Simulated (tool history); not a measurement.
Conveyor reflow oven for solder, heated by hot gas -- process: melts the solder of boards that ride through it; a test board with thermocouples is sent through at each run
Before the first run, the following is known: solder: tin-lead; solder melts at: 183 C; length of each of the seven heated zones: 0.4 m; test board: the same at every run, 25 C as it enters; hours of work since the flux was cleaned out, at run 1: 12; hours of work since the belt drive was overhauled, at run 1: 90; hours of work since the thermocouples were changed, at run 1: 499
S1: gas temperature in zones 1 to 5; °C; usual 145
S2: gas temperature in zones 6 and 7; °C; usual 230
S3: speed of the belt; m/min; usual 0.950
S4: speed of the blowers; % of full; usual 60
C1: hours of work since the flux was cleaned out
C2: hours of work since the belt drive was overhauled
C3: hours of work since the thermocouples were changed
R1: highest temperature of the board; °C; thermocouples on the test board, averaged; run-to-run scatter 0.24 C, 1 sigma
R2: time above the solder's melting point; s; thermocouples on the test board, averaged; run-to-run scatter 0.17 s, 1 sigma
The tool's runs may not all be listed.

run,hour,S1,S2,S3,S4,C1,C2,C3,R1,R2
1,0.0,145,230,0.950,60,12,90,499,213.2,37.5
2,12.9,145,230,0.950,60,20,98,508,213.1,37.1
3,24.7,145,230,0.950,60,28,106,516,213.5,37.1
4,33.5,145,230,0.950,60,34,112,522,214.0,36.8
5,42.0,145,230,0.950,60,40,118,527,213.4,37.2
6,48.7,145,230,0.950,60,44,122,532,213.2,36.9
7,56.6,145,236,1.098,89,50,127,537,221.9,36.2
8,63.9,145,236,1.098,89,54,132,542,222.0,36.6
9,70.6,154,239,1.098,69,59,137,547,220.7,37.4
10,77.3,154,239,1.098,69,63,141,551,220.9,37.3
11,91.7,154,239,1.098,69,73,151,561,220.6,37.5

Forecast each of these 5 alternatives for the next run:
A,105.4,145,220,0.950,60,82,160,570,?,?
B,105.4,147,218,1.075,60,82,160,570,?,?
C,105.4,160,237,1.098,59,82,160,570,?,?
D,105.4,154,239,0.813,83,82,160,570,?,?
E,105.4,159,230,0.950,80,82,160,570,?,?

run,R1,R2
A,205.2,31.7
B,199.4,23.7
C,216.7,37.1
D,231.7,56.1
E,220.6,45.4
Without the tool's hidden state the same runs would have given:
run,R1,R2
A,205.0,31.6
B,199.3,23.7
C,216.7,37.0
D,231.3,55.8
E,220.3,45.2

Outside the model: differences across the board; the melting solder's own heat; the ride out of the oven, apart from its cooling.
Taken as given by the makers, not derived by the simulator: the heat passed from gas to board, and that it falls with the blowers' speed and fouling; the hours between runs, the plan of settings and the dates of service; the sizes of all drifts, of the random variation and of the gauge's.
